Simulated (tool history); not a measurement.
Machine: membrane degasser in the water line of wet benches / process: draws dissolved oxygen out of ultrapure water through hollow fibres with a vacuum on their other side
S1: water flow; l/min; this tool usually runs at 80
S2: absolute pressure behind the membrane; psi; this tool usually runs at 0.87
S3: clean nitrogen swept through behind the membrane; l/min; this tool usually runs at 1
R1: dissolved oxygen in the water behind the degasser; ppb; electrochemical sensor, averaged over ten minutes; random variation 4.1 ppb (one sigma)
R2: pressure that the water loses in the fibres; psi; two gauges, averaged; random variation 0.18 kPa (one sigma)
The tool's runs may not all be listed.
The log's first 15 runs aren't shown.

run	hour	S1	S2	S3	R1	R2
16	3520	80	0.87	0.71	492.3	4.383
17	3720.1	62	0.87	0.98	322.6	3.395
18	4068	82	2.002	0.43	2056	4.466
19	4305.3	108	1.199	1	902.4	5.857
20	4508.2	80	0.87	1.42	336.1	4.353
# hour 4697.8: vacuum gauge calibrated
21	4810.1	86	0.979	1.63	409.8	4.691
22	5129.2	55	1.426	1	641.6	2.992
23	5477.1	55	1.426	1	641	3.052
24	5830.1	55	1.426	1	653.7	3.025
25	6058.6	127	0.629	1	443	6.969
26	6263.9	67	0.629	1.15	147.3	3.664
27	6518.5	60	0.716	1.73	140.8	3.31
28	6751.9	60	0.716	1.73	138	3.274
29	7097.8	126	1.784	1.73	1246.5	6.921
30	7364.3	95	0.87	0.9	524.9	5.168
31	7555.9	83	2.004	1	1349.2	4.534
32	7722.3	83	2.004	1	1326.7	4.585

Forecast each of these 4 alternatives for the next run:
# hour 7879.3: seals of the vacuum lines changed
A	7880.1	75	2.004	1	?	?
# hour 7879.3: seals of the vacuum lines changed
B	7880.1	76	1.498	1	?	?
# hour 7879.3: seals of the vacuum lines changed
C	7880.1	84	1.739	2.14	?	?
# hour 7879.3: seals of the vacuum lines changed
D	7880.1	82	0.87	1	?	?

run	R1	R2
A	1252.7	4.126
B	901.1	4.144
C	719.1	4.596
D	428	4.469
With no hidden state in the tool, these same runs would have given:
run	R1	R2
A	1252.1	4.118
B	900.4	4.135
C	718.4	4.588
D	427.1	4.461

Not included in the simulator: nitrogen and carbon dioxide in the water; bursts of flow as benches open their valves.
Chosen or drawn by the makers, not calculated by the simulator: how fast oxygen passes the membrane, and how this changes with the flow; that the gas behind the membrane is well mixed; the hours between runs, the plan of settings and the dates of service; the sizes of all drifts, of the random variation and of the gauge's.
